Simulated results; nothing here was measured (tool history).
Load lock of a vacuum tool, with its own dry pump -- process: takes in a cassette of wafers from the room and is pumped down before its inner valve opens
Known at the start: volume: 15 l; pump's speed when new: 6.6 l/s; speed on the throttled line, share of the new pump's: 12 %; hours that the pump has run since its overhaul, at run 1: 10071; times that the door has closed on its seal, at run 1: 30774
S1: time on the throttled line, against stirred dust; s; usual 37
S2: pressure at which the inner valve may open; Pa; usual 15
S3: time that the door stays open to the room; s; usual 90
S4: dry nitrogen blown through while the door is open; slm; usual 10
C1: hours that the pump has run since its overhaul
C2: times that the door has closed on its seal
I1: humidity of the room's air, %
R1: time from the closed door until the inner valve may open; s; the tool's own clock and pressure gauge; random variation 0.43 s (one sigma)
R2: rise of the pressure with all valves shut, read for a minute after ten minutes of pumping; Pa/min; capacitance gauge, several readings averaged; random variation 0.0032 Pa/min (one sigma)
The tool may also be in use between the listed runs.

run 1 hour=0 | S1=37 S2=15 S3=90 S4=10 | C1=10071 C2=30774 | I1=42 | R1=56.8 R2=0.26
run 2 hour=134.5 | S1=37 S2=15 S3=90 S4=10 | C1=10205 C2=31188 | I1=45.2 | R1=55.6 R2=0.278
run 3 hour=254.8 | S1=37 S2=15 S3=90 S4=10 | C1=10326 C2=31559 | I1=45.2 | R1=56.2 R2=0.275
run 4 hour=413 | S1=37 S2=15 S3=90 S4=10 | C1=10484 C2=32045 | I1=43.8 | R1=56.4 R2=0.281
run 5 hour=599.3 | S1=37 S2=15 S3=90 S4=10 | C1=10670 C2=32619 | I1=46.3 | R1=57.2 R2=0.293
run 6 hour=736.1 | S1=37 S2=15 S3=90 S4=10 | C1=10807 C2=33040 | I1=47.7 | R1=56.4 R2=0.297
run 7 hour=855 | S1=37 S2=18 S3=90 S4=10 | C1=10926 C2=33406 | I1=49.3 | R1=55.8 R2=0.304
run 8 hour=1093.4 | S1=37 S2=18 S3=90 S4=10 | C1=11164 C2=34140 | I1=43.2 | R1=56.2 R2=0.296
run 9 hour=1203.3 | S1=37 S2=15 S3=59 S4=10 | C1=11274 C2=34478 | I1=51 | R1=56.8 R2=0.3
run 10 hour=1333 | S1=37 S2=15 S3=90 S4=43 | C1=11404 C2=34877 | I1=42.7 | R1=56.8 R2=0.263
run 11 hour=1463.3 | S1=37 S2=15 S3=90 S4=43 | C1=11534 C2=35278 | I1=46.7 | R1=57.7 R2=0.27
run 12 hour=1597.6 | S1=37 S2=15 S3=90 S4=43 | C1=11668 C2=35691 | I1=46.8 | R1=57.2 R2=0.269
run 13 hour=1742.4 | S1=28 S2=15 S3=90 S4=43 | C1=11813 C2=36137 | I1=44.5 | R1=49.5 R2=0.274
run 14 hour=1870.9 | S1=28 S2=15 S3=90 S4=43 | C1=11942 C2=36532 | I1=46.1 | R1=49.4 R2=0.288
run 15 hour=2003.8 | S1=37 S2=15 S3=90 S4=10 | C1=12075 C2=36942 | I1=46.8 | R1=56.9 R2=0.335
run 16 hour=2179.9 | S1=37 S2=15 S3=90 S4=10 | C1=12251 C2=37483 | I1=44.8 | R1=57.5 R2=0.332
run 17 hour=2340.3 | S1=37 S2=15 S3=90 S4=10 | C1=12411 C2=37977 | I1=46.2 | R1=58.5 R2=0.345
run 18 hour=2499.8 | S1=37 S2=15 S3=90 S4=10 | C1=12571 C2=38468 | I1=47.4 | R1=57.3 R2=0.349
run 19 hour=2717.7 | S1=37 S2=15 S3=90 S4=10 | C1=12789 C2=39139 | I1=49.1 | R1=58.1 R2=0.356
run 20 hour=2970.6 | S1=37 S2=15 S3=206 S4=10 | C1=13042 C2=39917 | I1=45.7 | R1=57.5 R2=0.408
run 21 hour=3172.4 | S1=37 S2=15 S3=206 S4=10 | C1=13243 C2=40538 | I1=47.1 | R1=58.3 R2=0.402
run 22 hour=3404.3 | S1=37 S2=21 S3=33 S4=10 | C1=13475 C2=41251 | I1=43.9 | R1=56.1 R2=0.341
run 23 hour=3565.5 | S1=46 S2=22 S3=29 S4=10 | C1=13636 C2=41748 | I1=48.7 | R1=64.7 R2=0.347
run 24 hour=3728.9 | S1=44 S2=22 S3=41 S4=10 | C1=13800 C2=42251 | I1=44.3 | R1=62.4 R2=0.354
run 25 hour=3833.3 | S1=38 S2=22 S3=25 S4=5 | C1=13904 C2=42572 | I1=43.6 | R1=58 R2=0.349
-- hour=4035.1 dry pump taken out, an overhauled one fitted
run 26 hour=4049.6 | S1=25 S2=26 S3=90 S4=10 | C1=14 C2=43219 | I1=40.1 | R1=40.5 R2=0.38
run 27 hour=4269.7 | S1=39 S2=15 S3=176 S4=25 | C1=235 C2=43897 | I1=46.7 | R1=55 R2=0.388
run 28 hour=4375.8 | S1=39 S2=15 S3=176 S4=25 | C1=341 C2=44223 | I1=48.3 | R1=54 R2=0.414

Run 29 is up next; what results do you expect?
run 29 hour=4607.9 | S1=27 S2=18 S3=40 S4=4 | C1=573 C2=44937 | I1=44.7 | R1=? R2=?

{"run 29": {"R1": 42.7, "R2": 0.393}}
If the tool had no hidden condition, the same run with the same run-to-run variation would have returned R1 42.8 s, R2 0.091 Pa/min.

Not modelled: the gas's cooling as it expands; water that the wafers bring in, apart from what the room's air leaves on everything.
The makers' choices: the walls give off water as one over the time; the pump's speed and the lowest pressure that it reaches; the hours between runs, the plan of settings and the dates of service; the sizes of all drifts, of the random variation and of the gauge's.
